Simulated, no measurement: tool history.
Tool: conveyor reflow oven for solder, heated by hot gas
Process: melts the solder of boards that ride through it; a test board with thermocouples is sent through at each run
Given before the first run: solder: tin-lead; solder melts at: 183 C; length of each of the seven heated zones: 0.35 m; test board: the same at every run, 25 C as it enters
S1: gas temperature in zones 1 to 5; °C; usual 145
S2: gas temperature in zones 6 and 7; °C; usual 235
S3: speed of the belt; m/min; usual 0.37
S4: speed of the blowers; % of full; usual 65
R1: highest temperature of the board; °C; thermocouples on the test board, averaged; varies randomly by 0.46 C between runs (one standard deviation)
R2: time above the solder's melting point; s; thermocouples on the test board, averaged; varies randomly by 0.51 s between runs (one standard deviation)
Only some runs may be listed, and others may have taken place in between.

Run 1, hour 0: usual settings. Result: R1 220.3 °C, R2 93.7 s.
Run 2, hour 18.6: usual settings. Result: R1 221.3 °C, R2 94 s.
Run 3, hour 35.7: usual settings. Result: R1 220.2 °C, R2 93.9 s.
Run 4, hour 50.7: usual settings. Result: R1 220 °C, R2 94.2 s.
Run 5, hour 60.4: usual settings but S4 89 % of full. Result: R1 223.1 °C, R2 97.7 s.
Run 6, hour 76.4: usual settings but S4 89 % of full. Result: R1 222.8 °C, R2 96.7 s.
Run 7, hour 92.9: usual settings. Result: R1 220.3 °C, R2 93.7 s.
Run 8, hour 105.5: usual settings. Result: R1 220.5 °C, R2 93.4 s.
Run 9, hour 122.8: usual settings. Result: R1 220 °C, R2 93 s.
Run 10, hour 134.8: usual settings. Result: R1 219.6 °C, R2 92.7 s.
Run 11, hour 152.5: usual settings but S4 79 % of full. Result: R1 222.5 °C, R2 94.5 s.
Run 12, hour 165.8: usual settings but S1 142 °C. Result: R1 220 °C, R2 91.1 s.
Run 13, hour 179.9: usual settings but S2 248 °C. Result: R1 232.3 °C, R2 104.7 s.
Run 14, hour 196: usual settings but S2 248 °C. Result: R1 231.7 °C, R2 104.2 s.
Run 15, hour 214.8: usual settings but S2 248 °C. Result: R1 230.7 °C, R2 103.8 s.
Run 16, hour 228.2: usual settings but S3 0.393 m/min, S4 64 % of full. Result: R1 218 °C, R2 84.9 s.
Run 17, hour 243.9: usual settings but S1 155 °C, S2 234 °C, S3 0.371 m/min, S4 61 % of full. Result: R1 220 °C, R2 97.3 s.
Run 18, hour 254.2: usual settings but S1 157 °C, S3 0.31 m/min. Result: R1 224.8 °C, R2 127.2 s.
Run 19, hour 271.2: usual settings but S1 156 °C, S3 0.348 m/min, S4 77 % of full. Result: R1 224.6 °C, R2 109.9 s.
Run 20, hour 281: usual settings but S1 156 °C, S3 0.348 m/min, S4 77 % of full. Result: R1 224.4 °C, R2 111.2 s.
Run 21, hour 291.1: usual settings but S1 156 °C, S3 0.348 m/min, S4 55 % of full. Result: R1 221.1 °C, R2 107.2 s.
Run 22, hour 302.9: usual settings but S1 156 °C, S3 0.348 m/min, S4 55 % of full. Result: R1 220.6 °C, R2 108.3 s.
Run 23, hour 314.2: usual settings but S1 156 °C, S3 0.348 m/min, S4 56 % of full. Result: R1 220.9 °C, R2 108 s.
Run 24, hour 328.2: usual settings but S1 156 °C, S2 232 °C. Result: R1 219.4 °C, R2 98 s.
Run 25, hour 344.4: usual settings but S1 160 °C, S2 241 °C, S4 59 % of full. Result: R1 226.6 °C, R2 108.2 s.
Run 26, hour 355.2: usual settings but S1 160 °C, S2 241 °C, S4 59 % of full. Result: R1 226.6 °C, R2 108.6 s.
Run 27, hour 363.6: usual settings but S1 132 °C, S2 241 °C, S4 82 % of full. Result: R1 224.1 °C, R2 90.9 s.
Run 28, hour 375.3: usual settings but S1 132 °C, S2 241 °C, S4 82 % of full. Result: R1 224.2 °C, R2 90.7 s.
Run 29, hour 389.4: usual settings but S3 0.304 m/min. Result: R1 223.4 °C, R2 119 s.
Run 30, hour 406.8: usual settings but S1 155 °C, S3 0.316 m/min. Result: R1 224.7 °C, R2 121.9 s.

Put back what was entered between runs (2 entries, withheld): which listed runs does each sit between, and how does the hidden state differ from the listed run before to the listed run after?
Logged between run 12 and run 13: belt drive overhauled, speed set with a stopwatch (hour 171)
  heat that the gas passes to the board, % of a clean oven's: 93.6 -> 93.4; belt's true speed, % of the reading: 99.4 -> 99.23; true gas temperature in zones 6 and 7 over the reading, C: -0.75 -> -0.76
  measured result minus the result with no hidden state, R1: -1.7 -> -1.8 °C; R2: -1.4 -> -0.6 s
Logged between run 16 and run 17: belt drive overhauled, speed set with a stopwatch, once more (hour 238.3)
  heat that the gas passes to the board, % of a clean oven's: 92.3 -> 92; belt's true speed, % of the reading: 99.15 -> 99.91; true gas temperature in zones 6 and 7 over the reading, C: -0.81 -> -0.82
  measured result minus the result with no hidden state, R1: -2 -> -2 °C; R2: -1.7 -> -2.1 s

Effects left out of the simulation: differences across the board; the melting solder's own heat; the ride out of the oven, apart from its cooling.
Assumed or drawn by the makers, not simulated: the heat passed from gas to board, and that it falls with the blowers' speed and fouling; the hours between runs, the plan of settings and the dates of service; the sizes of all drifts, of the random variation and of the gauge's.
